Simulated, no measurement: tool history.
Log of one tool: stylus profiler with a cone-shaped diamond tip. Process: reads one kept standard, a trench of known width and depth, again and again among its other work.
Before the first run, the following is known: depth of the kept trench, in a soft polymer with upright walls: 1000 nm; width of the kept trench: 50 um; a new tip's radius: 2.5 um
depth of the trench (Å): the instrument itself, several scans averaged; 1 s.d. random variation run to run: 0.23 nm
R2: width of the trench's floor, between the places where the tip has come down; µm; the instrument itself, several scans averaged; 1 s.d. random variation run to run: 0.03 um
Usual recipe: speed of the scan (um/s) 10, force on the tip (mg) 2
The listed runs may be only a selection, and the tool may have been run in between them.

run 1 day=0 | speed_of_the_scan_(um/s)=10 force_on_the_tip_(mg)=2 | depth_of_the_trench_(Å)=10141.4 R2=45.98
run 2 day=1.067 | speed_of_the_scan_(um/s)=10 force_on_the_tip_(mg)=1.72 | depth_of_the_trench_(Å)=10125.2 R2=45.92
run 3 day=2.746 | speed_of_the_scan_(um/s)=3 force_on_the_tip_(mg)=1.72 | depth_of_the_trench_(Å)=10125.7 R2=46
run 4 day=3.608 | speed_of_the_scan_(um/s)=3 force_on_the_tip_(mg)=1.72 | depth_of_the_trench_(Å)=10133 R2=45.95
run 5 day=4.992 | speed_of_the_scan_(um/s)=3 force_on_the_tip_(mg)=1.72 | depth_of_the_trench_(Å)=10131.6 R2=45.98
run 6 day=5.858 | speed_of_the_scan_(um/s)=3 force_on_the_tip_(mg)=1.72 | depth_of_the_trench_(Å)=10127.6 R2=45.97
run 7 day=7.233 | speed_of_the_scan_(um/s)=10 force_on_the_tip_(mg)=4.33 | depth_of_the_trench_(Å)=10241 R2=46.01
run 8 day=8.638 | speed_of_the_scan_(um/s)=10 force_on_the_tip_(mg)=4.33 | depth_of_the_trench_(Å)=10238.9 R2=46.01
run 9 day=9.688 | speed_of_the_scan_(um/s)=10 force_on_the_tip_(mg)=4.33 | depth_of_the_trench_(Å)=10239.7 R2=45.91
run 10 day=11.329 | speed_of_the_scan_(um/s)=16 force_on_the_tip_(mg)=2 | depth_of_the_trench_(Å)=10144.9 R2=45.9
run 11 day=12.429 | speed_of_the_scan_(um/s)=16 force_on_the_tip_(mg)=2 | depth_of_the_trench_(Å)=10146.6 R2=45.9
run 12 day=13.375 | speed_of_the_scan_(um/s)=16 force_on_the_tip_(mg)=2 | depth_of_the_trench_(Å)=10141.8 R2=45.92
run 13 day=14.483 | speed_of_the_scan_(um/s)=16 force_on_the_tip_(mg)=2 | depth_of_the_trench_(Å)=10146 R2=45.93
run 14 day=16.233 | speed_of_the_scan_(um/s)=16 force_on_the_tip_(mg)=2 | depth_of_the_trench_(Å)=10142.9 R2=45.92
run 15 day=17.846 | speed_of_the_scan_(um/s)=16 force_on_the_tip_(mg)=2 | depth_of_the_trench_(Å)=10139.1 R2=45.86
run 16 day=19.346 | speed_of_the_scan_(um/s)=16 force_on_the_tip_(mg)=2 | depth_of_the_trench_(Å)=10145 R2=45.95
run 17 day=20.788 | speed_of_the_scan_(um/s)=16 force_on_the_tip_(mg)=2 | depth_of_the_trench_(Å)=10141.4 R2=45.9
-- day=21.508 height scale calibrated on a step standard
run 18 day=22.658 | speed_of_the_scan_(um/s)=16 force_on_the_tip_(mg)=2 | depth_of_the_trench_(Å)=10141.6 R2=45.95
run 19 day=23.854 | speed_of_the_scan_(um/s)=16 force_on_the_tip_(mg)=2 | depth_of_the_trench_(Å)=10145.2 R2=45.93
run 20 day=24.804 | speed_of_the_scan_(um/s)=16 force_on_the_tip_(mg)=2 | depth_of_the_trench_(Å)=10139.5 R2=45.93
run 21 day=25.754 | speed_of_the_scan_(um/s)=10 force_on_the_tip_(mg)=4.95 | depth_of_the_trench_(Å)=10261.4 R2=45.98
run 22 day=26.758 | speed_of_the_scan_(um/s)=5 force_on_the_tip_(mg)=2 | depth_of_the_trench_(Å)=10142.1 R2=45.99
run 23 day=27.612 | speed_of_the_scan_(um/s)=10 force_on_the_tip_(mg)=2.49 | depth_of_the_trench_(Å)=10164.9 R2=45.95
run 24 day=28.7 | speed_of_the_scan_(um/s)=10 force_on_the_tip_(mg)=2.49 | depth_of_the_trench_(Å)=10168.2 R2=45.94
run 25 day=29.821 | speed_of_the_scan_(um/s)=10 force_on_the_tip_(mg)=4.02 | depth_of_the_trench_(Å)=10231.6 R2=45.98
run 26 day=30.825 | speed_of_the_scan_(um/s)=20 force_on_the_tip_(mg)=5.43 | depth_of_the_trench_(Å)=10280.3 R2=46
run 27 day=32.279 | speed_of_the_scan_(um/s)=3 force_on_the_tip_(mg)=4.59 | depth_of_the_trench_(Å)=10250 R2=45.97
run 28 day=34.038 | speed_of_the_scan_(um/s)=20 force_on_the_tip_(mg)=1.04 | depth_of_the_trench_(Å)=10092.3 R2=45.86
run 29 day=34.917 | speed_of_the_scan_(um/s)=19 force_on_the_tip_(mg)=2 | depth_of_the_trench_(Å)=10138.8 R2=45.89
run 30 day=36.054 | speed_of_the_scan_(um/s)=12 force_on_the_tip_(mg)=5.04 | depth_of_the_trench_(Å)=10264.7 R2=45.97
run 31 day=37.567 | speed_of_the_scan_(um/s)=12 force_on_the_tip_(mg)=5.04 | depth_of_the_trench_(Å)=10268.1 R2=45.95
run 32 day=39.221 | speed_of_the_scan_(um/s)=10 force_on_the_tip_(mg)=2.8 | depth_of_the_trench_(Å)=10173.8 R2=45.96
run 33 day=40.471 | speed_of_the_scan_(um/s)=27 force_on_the_tip_(mg)=5.09 | depth_of_the_trench_(Å)=10268.2 R2=45.93
run 34 day=41.929 | speed_of_the_scan_(um/s)=27 force_on_the_tip_(mg)=5.09 | depth_of_the_trench_(Å)=10266.1 R2=45.94
run 35 day=43.733 | speed_of_the_scan_(um/s)=9 force_on_the_tip_(mg)=3.27 | depth_of_the_trench_(Å)=10198.9 R2=46.02
run 36 day=44.758 | speed_of_the_scan_(um/s)=10 force_on_the_tip_(mg)=1.45 | depth_of_the_trench_(Å)=10114.4 R2=45.93
run 37 day=45.588 | speed_of_the_scan_(um/s)=3 force_on_the_tip_(mg)=2.27 | depth_of_the_trench_(Å)=10159.4 R2=46.02
run 38 day=46.742 | speed_of_the_scan_(um/s)=3 force_on_the_tip_(mg)=2.27 | depth_of_the_trench_(Å)=10154.2 R2=45.98
run 39 day=47.596 | speed_of_the_scan_(um/s)=2 force_on_the_tip_(mg)=2 | depth_of_the_trench_(Å)=10144.1 R2=46
run 40 day=49.112 | speed_of_the_scan_(um/s)=4 force_on_the_tip_(mg)=3.39 | depth_of_the_trench_(Å)=10204.2 R2=45.94
run 41 day=50.117 | speed_of_the_scan_(um/s)=6 force_on_the_tip_(mg)=2.41 | depth_of_the_trench_(Å)=10159 R2=45.99
run 42 day=51.404 | speed_of_the_scan_(um/s)=4 force_on_the_tip_(mg)=1.75 | depth_of_the_trench_(Å)=10130.4 R2=45.96
run 43 day=53.2 | speed_of_the_scan_(um/s)=12 force_on_the_tip_(mg)=2.42 | depth_of_the_trench_(Å)=10163.1 R2=45.97
run 44 day=54.7 | speed_of_the_scan_(um/s)=5 force_on_the_tip_(mg)=1.35 | depth_of_the_trench_(Å)=10108.7 R2=45.93
run 45 day=55.679 | speed_of_the_scan_(um/s)=5 force_on_the_tip_(mg)=1.35 | depth_of_the_trench_(Å)=10109.8 R2=46
run 46 day=56.788 | speed_of_the_scan_(um/s)=14 force_on_the_tip_(mg)=0.81 | depth_of_the_trench_(Å)=10078.3 R2=45.88

Below are 3 alternative next runs, each starting from the tool's condition after run 46. Predict each:
run A day=58.221 | speed_of_the_scan_(um/s)=10 force_on_the_tip_(mg)=1.24 | depth_of_the_trench_(Å)=? R2=?
run B day=58.221 | speed_of_the_scan_(um/s)=9 force_on_the_tip_(mg)=4.98 | depth_of_the_trench_(Å)=? R2=?
run C day=58.221 | speed_of_the_scan_(um/s)=5 force_on_the_tip_(mg)=0.81 | depth_of_the_trench_(Å)=? R2=?

run=A depth_of_the_trench_(Å)=10106.6 R2=45.89
run=B depth_of_the_trench_(Å)=10261.9 R2=45.94
run=C depth_of_the_trench_(Å)=10077.4 R2=45.94
Without the tool's hidden state the same runs would have given:
run=A depth_of_the_trench_(Å)=10106.6 R2=45.9
run=B depth_of_the_trench_(Å)=10261.8 R2=45.95
run=C depth_of_the_trench_(Å)=10077.3 R2=45.95
